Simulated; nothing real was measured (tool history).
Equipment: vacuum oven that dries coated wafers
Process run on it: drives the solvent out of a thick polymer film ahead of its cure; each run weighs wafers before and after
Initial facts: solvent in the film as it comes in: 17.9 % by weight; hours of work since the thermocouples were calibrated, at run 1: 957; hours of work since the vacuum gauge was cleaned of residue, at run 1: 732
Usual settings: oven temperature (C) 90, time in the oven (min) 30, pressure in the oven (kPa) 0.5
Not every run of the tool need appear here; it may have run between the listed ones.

run   hour  oven temperature (C)  time in the oven (min)  pressure in the oven (kPa)  hours of work since the thermocouples were calibrated  hours of work since the vacuum gauge was cleaned of residue  solvent left in the film (%)
  1      0                    90                      30                         0.5                                                    957                                                          732                          3.02
  2   29.6                    90                      30                         0.5                                                    980                                                          755                             3
  3   69.2                    97                      30                         0.5                                                   1011                                                          786                          1.59
  4  102.7                    97                      30                         0.5                                                   1038                                                          813                          1.51
  5  154.5                    97                      30                         0.5                                                   1079                                                          854                          1.54
  6  190.8                    91                      30                         0.5                                                   1107                                                          882                          2.73
  7  230.2                    95                      30                         0.5                                                   1138                                                          913                           1.9
  8    279                    75                      30                         0.5                                                   1177                                                          952                          7.21
  9  327.8                    75                      30                         0.5                                                   1215                                                          991                          7.22
 10  376.5                    90                      30                       0.721                                                   1254                                                         1029                          3.03
 11  413.8                    90                      30                       0.558                                                   1283                                                         1058                          2.98
 12  435.6                    78                      42                       0.331                                                   1301                                                         1076                          4.51
 13  487.4                    90                      23                        0.82                                                   1341                                                         1117                          4.31
 14  531.7                    84                      22                       0.481                                                   1376                                                         1152                           6.2
 15  577.6                    80                      21                       0.418                                                   1413                                                         1188                          7.52
 16    625                    98                      54                       0.909                                                   1450                                                         1225                          0.44
 17  669.5                    98                      22                       0.362                                                   1485                                                         1260                          2.46
 18  701.3                    90                      45                       0.304                                                   1510                                                         1285                          1.36
 19  733.5                    90                      45                       0.304                                                   1536                                                         1311                          1.36
 20  761.7                    90                      21                         0.5                                                   1558                                                         1333                           4.7
 21  790.8                    90                      42                       1.488                                                   1581                                                         1356                          1.91
 22  812.8                   104                      30                       1.364                                                   1598                                                         1374                          0.79

Branching from run 22: 5 alternative next runs. What would each branch give?
     841.3  -- oven's thermocouples calibrated
  A  864.4                    90                      30                       0.263                                                     18                                                         1413                             ?
     841.3  -- oven's thermocouples calibrated
  B  864.4                    94                      16                       0.871                                                     18                                                         1413                             ?
     841.3  -- oven's thermocouples calibrated
  C  864.4                    98                      30                       1.022                                                     18                                                         1413                             ?
     841.3  -- oven's thermocouples calibrated
  D  864.4                   104                      30                       0.782                                                     18                                                         1413                             ?
     841.3  -- oven's thermocouples calibrated
  E  864.4                    82                      30                         0.5                                                     18                                                         1413                             ?

run  solvent left in the film (%)
  A                          3.11
  B                          5.31
  C                           1.6
  D                          0.79
  E                          5.35
The same runs, with their run-to-run variation unchanged, on a tool lacking any hidden condition would have given:
run  solvent left in the film (%)
  A                          3.06
  B                          5.28
  C                          1.55
  D                          0.74
  E                          5.29
